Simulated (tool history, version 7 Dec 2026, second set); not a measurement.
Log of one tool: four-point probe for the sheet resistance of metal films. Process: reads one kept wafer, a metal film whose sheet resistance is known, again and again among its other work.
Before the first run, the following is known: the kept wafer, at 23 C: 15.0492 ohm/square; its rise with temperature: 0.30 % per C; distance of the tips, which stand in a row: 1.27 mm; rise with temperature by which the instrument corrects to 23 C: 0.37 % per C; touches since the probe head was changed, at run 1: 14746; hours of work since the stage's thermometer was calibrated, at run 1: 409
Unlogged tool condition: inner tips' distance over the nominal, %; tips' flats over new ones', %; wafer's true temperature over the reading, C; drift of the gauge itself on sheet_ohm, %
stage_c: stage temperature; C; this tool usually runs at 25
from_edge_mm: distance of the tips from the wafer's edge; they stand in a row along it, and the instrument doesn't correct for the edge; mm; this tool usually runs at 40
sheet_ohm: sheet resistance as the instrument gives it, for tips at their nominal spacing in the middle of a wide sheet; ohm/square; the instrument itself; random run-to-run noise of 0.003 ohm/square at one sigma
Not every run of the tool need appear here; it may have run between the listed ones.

| run | hour | stage_c | from_edge_mm | touches since the probe head was changed | hours of work since the stage's thermometer was calibrated | sheet_ohm |
|---|---|---|---|---|---|---|
| 1 | 0.0 | 25 | 40 | 14746 | 409 | 15.029021 |
| 2 | 45.6 | 19 | 40 | 15873 | 440 | 15.097232 |
| 3 | 73.6 | 19 | 40 | 16562 | 459 | 15.098040 |
| 4 | 121.3 | 25 | 3 | 17740 | 492 | 16.340915 |
| 5 | 143.0 | 25 | 3 | 18275 | 507 | 16.333491 |
| 6 | 176.8 | 25 | 3 | 19112 | 530 | 16.334943 |
| 7 | 199.7 | 25 | 3 | 19676 | 545 | 16.337864 |
| 8 | 247.2 | 25 | 40 | 20849 | 578 | 15.033468 |
| 9 | 291.3 | 25 | 40 | 21937 | 608 | 15.023779 |
| 10 | 320.9 | 25 | 40 | 22668 | 628 | 15.027995 |
| 11 | 353.3 | 28 | 40 | 23467 | 651 | 14.999395 |
| 12 | 398.8 | 25 | 40 | 24590 | 682 | 15.026968 |
| 13 | 428.7 | 25 | 40 | 25329 | 702 | 15.028436 |
| 14 | 464.3 | 25 | 40 | 26207 | 727 | 15.021515 |
| 15 | 513.9 | 18 | 40 | 27431 | 760 | 15.094195 |
| 16 | 546.4 | 18 | 40 | 28234 | 783 | 15.093099 |
| 17 | 569.3 | 18 | 40 | 28800 | 798 | 15.091698 |
| 18 | 617.7 | 25 | 40 | 29993 | 831 | 15.022813 |
| 19 | 655.0 | 25 | 40 | 30913 | 857 | 15.020685 |
| 20 | 697.0 | 25 | 40 | 31952 | 886 | 15.021138 |
| 21 | 737.3 | 22 | 37 | 32944 | 913 | 15.050456 |
| 22 | 768.6 | 24 | 19 | 33719 | 935 | 15.060076 |
|  | 773.4 | stage's thermometer calibrated |
| 23 | 794.7 | 24 | 19 | 34350 | 15 | 15.054666 |
| 24 | 831.5 | 24 | 19 | 35257 | 40 | 15.051511 |
| 25 | 854.1 | 23 | 7 | 35815 | 55 | 15.291667 |
| 26 | 898.8 | 23 | 7 | 36920 | 86 | 15.288438 |
|  | 907.6 | stage's thermometer calibrated, once more |
| 27 | 948.1 | 23 | 7 | 38124 | 28 | 15.298103 |
| 28 | 996.6 | 19 | 14 | 39321 | 61 | 15.139115 |
| 29 | 1043.6 | 32 | 44 | 40481 | 93 | 14.953362 |
| 30 | 1075.4 | 30 | 36 | 41267 | 115 | 14.970346 |
| 31 | 1104.3 | 33 | 4 | 41979 | 135 | 15.696896 |
| 32 | 1152.2 | 25 | 5 | 43161 | 167 | 15.513494 |
| 33 | 1202.6 | 25 | 33 | 44407 | 202 | 15.022666 |
| 34 | 1225.4 | 20 | 17 | 44969 | 217 | 15.102905 |
| 35 | 1251.7 | 18 | 29 | 45618 | 235 | 15.092973 |

Consider 3 possible next runs. They are alternatives, not a sequence: every one starts from the tool as it was left by run 35. What does each give?
| A | 1302.0 | 22 | 49 | 46860 | 270 | ? |
| B | 1302.0 | 21 | 22 | 46860 | 270 | ? |
| C | 1302.0 | 26 | 15 | 46860 | 270 | ? |

| run | sheet_ohm |
|---|---|
| A | 15.039215 |
| B | 15.075899 |
| C | 15.057740 |
Without the tool's unlogged condition, the same runs would have read:
| run | sheet_ohm |
|---|---|
| A | 15.061985 |
| B | 15.098722 |
| C | 15.080536 |
